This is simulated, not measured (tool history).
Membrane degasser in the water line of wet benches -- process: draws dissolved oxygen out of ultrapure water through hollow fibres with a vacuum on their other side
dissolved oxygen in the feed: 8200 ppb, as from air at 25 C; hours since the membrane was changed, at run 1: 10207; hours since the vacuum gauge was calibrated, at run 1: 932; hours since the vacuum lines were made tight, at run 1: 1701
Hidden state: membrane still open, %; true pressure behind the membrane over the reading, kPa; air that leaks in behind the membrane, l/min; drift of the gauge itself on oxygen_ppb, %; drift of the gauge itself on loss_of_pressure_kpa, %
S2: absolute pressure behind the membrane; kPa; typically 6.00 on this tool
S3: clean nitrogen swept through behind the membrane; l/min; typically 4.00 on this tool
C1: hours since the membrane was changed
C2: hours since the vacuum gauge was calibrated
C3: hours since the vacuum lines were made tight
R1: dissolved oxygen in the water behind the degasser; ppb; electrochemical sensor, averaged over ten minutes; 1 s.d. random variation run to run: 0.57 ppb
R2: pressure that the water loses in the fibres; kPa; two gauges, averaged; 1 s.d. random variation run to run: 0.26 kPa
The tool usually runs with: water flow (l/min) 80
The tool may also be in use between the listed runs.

run 1 hour=0.0 | water_flow_(l/min)=80 S2=6.00 S3=4.00 | C1=10207 C2=932 C3=1701 | R1=128.5 R2=69.11
run 2 hour=252.6 | water_flow_(l/min)=80 S2=6.00 S3=4.00 | C1=10460 C2=1185 C3=1954 | R1=128.8 R2=69.42
run 3 hour=480.3 | water_flow_(l/min)=80 S2=6.00 S3=4.00 | C1=10688 C2=1412 C3=2182 | R1=127.6 R2=68.97
run 4 hour=625.1 | water_flow_(l/min)=80 S2=6.00 S3=4.00 | C1=10832 C2=1557 C3=2326 | R1=128.7 R2=69.33
run 5 hour=741.9 | water_flow_(l/min)=80 S2=6.00 S3=4.00 | C1=10949 C2=1674 C3=2443 | R1=128.6 R2=69.37
run 6 hour=930.1 | water_flow_(l/min)=80 S2=9.67 S3=4.00 | C1=11137 C2=1862 C3=2631 | R1=285.8 R2=69.46
run 7 hour=1116.0 | water_flow_(l/min)=80 S2=9.67 S3=4.00 | C1=11323 C2=2048 C3=2817 | R1=284.2 R2=69.20
run 8 hour=1270.1 | water_flow_(l/min)=80 S2=6.00 S3=4.00 | C1=11477 C2=2202 C3=2971 | R1=127.5 R2=69.28
run 9 hour=1474.4 | water_flow_(l/min)=80 S2=6.00 S3=4.00 | C1=11682 C2=2406 C3=3176 | R1=128.9 R2=69.63
run 10 hour=1626.5 | water_flow_(l/min)=80 S2=6.00 S3=4.00 | C1=11834 C2=2558 C3=3328 | R1=128.7 R2=69.14
run 11 hour=1881.9 | water_flow_(l/min)=80 S2=6.00 S3=4.00 | C1=12089 C2=2814 C3=3583 | R1=128.4 R2=69.29
run 12 hour=2135.6 | water_flow_(l/min)=80 S2=11.72 S3=4.00 | C1=12343 C2=3068 C3=3837 | R1=368.1 R2=69.14
run 13 hour=2254.6 | water_flow_(l/min)=80 S2=6.00 S3=4.00 | C1=12462 C2=3187 C3=3956 | R1=128.5 R2=69.32
run 14 hour=2466.7 | water_flow_(l/min)=80 S2=6.00 S3=4.00 | C1=12674 C2=3399 C3=4168 | R1=128.6 R2=68.87
run 15 hour=2667.6 | water_flow_(l/min)=80 S2=6.00 S3=4.00 | C1=12875 C2=3600 C3=4369 | R1=128.7 R2=69.17
run 16 hour=2831.4 | water_flow_(l/min)=80 S2=6.00 S3=4.00 | C1=13039 C2=3763 C3=4533 | R1=129.0 R2=69.29
run 17 hour=3030.5 | water_flow_(l/min)=80 S2=6.00 S3=4.00 | C1=13238 C2=3963 C3=4732 | R1=127.7 R2=69.32
run 18 hour=3155.7 | water_flow_(l/min)=80 S2=6.00 S3=4.00 | C1=13363 C2=4088 C3=4857 | R1=127.6 R2=69.14
run 19 hour=3294.8 | water_flow_(l/min)=75 S2=3.80 S3=4.00 | C1=13502 C2=4227 C3=4996 | R1=28.8 R2=64.70
-- hour=3314.2 membrane cartridge changed
run 20 hour=3476.9 | water_flow_(l/min)=75 S2=3.80 S3=4.00 | C1=163 C2=4405 C3=5174 | R1=28.8 R2=64.73
run 21 hour=3703.1 | water_flow_(l/min)=80 S2=6.00 S3=5.34 | C1=389 C2=4631 C3=5400 | R1=100.3 R2=68.64
run 22 hour=3854.5 | water_flow_(l/min)=80 S2=6.00 S3=5.34 | C1=540 C2=4782 C3=5552 | R1=100.8 R2=68.63
run 23 hour=4062.1 | water_flow_(l/min)=116 S2=11.84 S3=2.16 | C1=748 C2=4990 C3=5759 | R1=829.7 R2=100.30
run 24 hour=4262.9 | water_flow_(l/min)=64 S2=7.74 S3=2.57 | C1=949 C2=5191 C3=5960 | R1=239.0 R2=55.42
run 25 hour=4483.3 | water_flow_(l/min)=80 S2=6.00 S3=3.96 | C1=1169 C2=5411 C3=6181 | R1=130.6 R2=69.03
run 26 hour=4655.4 | water_flow_(l/min)=80 S2=6.00 S3=3.96 | C1=1341 C2=5583 C3=6353 | R1=130.3 R2=69.13
-- hour=4710.4 vacuum gauge calibrated
run 27 hour=4797.3 | water_flow_(l/min)=80 S2=9.24 S3=3.13 | C1=1483 C2=87 C3=6494 | R1=327.0 R2=69.12
run 28 hour=4949.6 | water_flow_(l/min)=80 S2=12.38 S3=6.75 | C1=1635 C2=239 C3=6646 | R1=252.3 R2=69.50
run 29 hour=5173.4 | water_flow_(l/min)=105 S2=5.98 S3=10.77 | C1=1859 C2=463 C3=6870 | R1=83.0 R2=90.81
run 30 hour=5427.1 | water_flow_(l/min)=105 S2=5.98 S3=10.77 | C1=2112 C2=717 C3=7124 | R1=83.6 R2=90.02
-- hour=5519.3 seals of the vacuum lines changed
run 31 hour=5612.2 | water_flow_(l/min)=80 S2=6.00 S3=5.74 | C1=2295 C2=900 C3=93 | R1=94.0 R2=69.19
run 32 hour=5852.9 | water_flow_(l/min)=127 S2=14.83 S3=6.23 | C1=2536 C2=1140 C3=334 | R1=532.8 R2=109.78

4 ways to go on from here, each from the tool as it stands after run 32. What would each give?
run A hour=6056.5 | water_flow_(l/min)=103 S2=13.97 S3=4.41 | C1=2740 C2=1344 C3=537 | R1=? R2=?
run B hour=6056.5 | water_flow_(l/min)=127 S2=14.83 S3=2.69 | C1=2740 C2=1344 C3=537 | R1=? R2=?
run C hour=6056.5 | water_flow_(l/min)=127 S2=7.32 S3=6.23 | C1=2740 C2=1344 C3=537 | R1=? R2=?
run D hour=6056.5 | water_flow_(l/min)=65 S2=7.28 S3=3.12 | C1=2740 C2=1344 C3=537 | R1=? R2=?

run=A R1=541.2 R2=88.59
run=B R1=999.7 R2=109.60
run=C R1=227.7 R2=109.17
run=D R1=186.1 R2=56.02
With the hidden condition removed and each run's random variation left untouched, the same runs would have given:
run=A R1=541.1 R2=88.57
run=B R1=999.7 R2=109.58
run=C R1=227.7 R2=109.15
run=D R1=186.1 R2=56.01
